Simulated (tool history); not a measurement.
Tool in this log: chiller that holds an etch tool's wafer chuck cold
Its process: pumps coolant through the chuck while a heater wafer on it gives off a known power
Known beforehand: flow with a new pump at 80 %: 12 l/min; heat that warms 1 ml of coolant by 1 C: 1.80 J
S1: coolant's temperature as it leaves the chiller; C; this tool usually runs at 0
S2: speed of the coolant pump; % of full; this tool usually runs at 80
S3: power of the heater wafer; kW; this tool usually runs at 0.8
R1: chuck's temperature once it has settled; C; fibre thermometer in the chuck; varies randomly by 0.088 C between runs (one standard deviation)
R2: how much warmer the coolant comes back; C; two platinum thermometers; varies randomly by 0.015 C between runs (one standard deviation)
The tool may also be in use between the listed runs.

run    hour  S1  S2     S3     R1    R2
  1       0   0  80    0.8    8.4  2.23
  2    39.6   0  80    0.8   8.62  2.21
  3   135.8   0  80    0.8   8.43  2.23
  4   203.9   0  80    0.8   8.49  2.25
  5   278.4   0  80    0.8   8.58  2.21
  6   346.2  -8  80    0.8   0.54  2.26
      351.8  -- chiller's thermometer calibrated
  7   413.8  -8  80    0.8   0.63  2.24
  8   506.6  -8  80    0.8   0.61  2.24
  9   551.9  -8  80    0.8   0.63  2.25
      618.1  -- chiller's thermometer calibrated, once more
 10   647.2  -8  80    0.8   0.61  2.25
 11     727  -8  80    0.8   0.58  2.25
 12     820   6  83  0.951  15.99   2.6
 13   915.2   6  83  0.951  15.95  2.56
 14   974.4   6  69  0.951  17.43  3.15
 15  1037.9   9  69  0.744  17.82  2.48
 16  1109.4   9  69  0.744  17.99  2.47
 17  1203.6   5  72  0.995  16.82  3.15
     1218.8  -- coolant changed, channels flushed
 18  1278.1   0  74  0.667   6.91  2.07
 19  1341.4   6  81  1.135  16.98  3.16

Consider 4 possible next runs. They are alternatives, not a sequence: every one starts from the tool as it was left by run 19. What does each give?
  A  1393  -8  89  0.718   ?   ?
  B  1393   0  94  0.945   ?   ?
  C  1393  -4  80   1.08   ?   ?
  D  1393   8  95  0.693   ?   ?

run     R1    R2
  A  -1.58   1.8
  B   8.36  2.22
  C   6.83  3.06
  D   14.1  1.63
With the hidden condition removed and each run's random variation left untouched, the same runs would have given:
run     R1    R2
  A  -1.77  1.76
  B   8.13  2.17
  C   6.55     3
  D  13.92   1.6
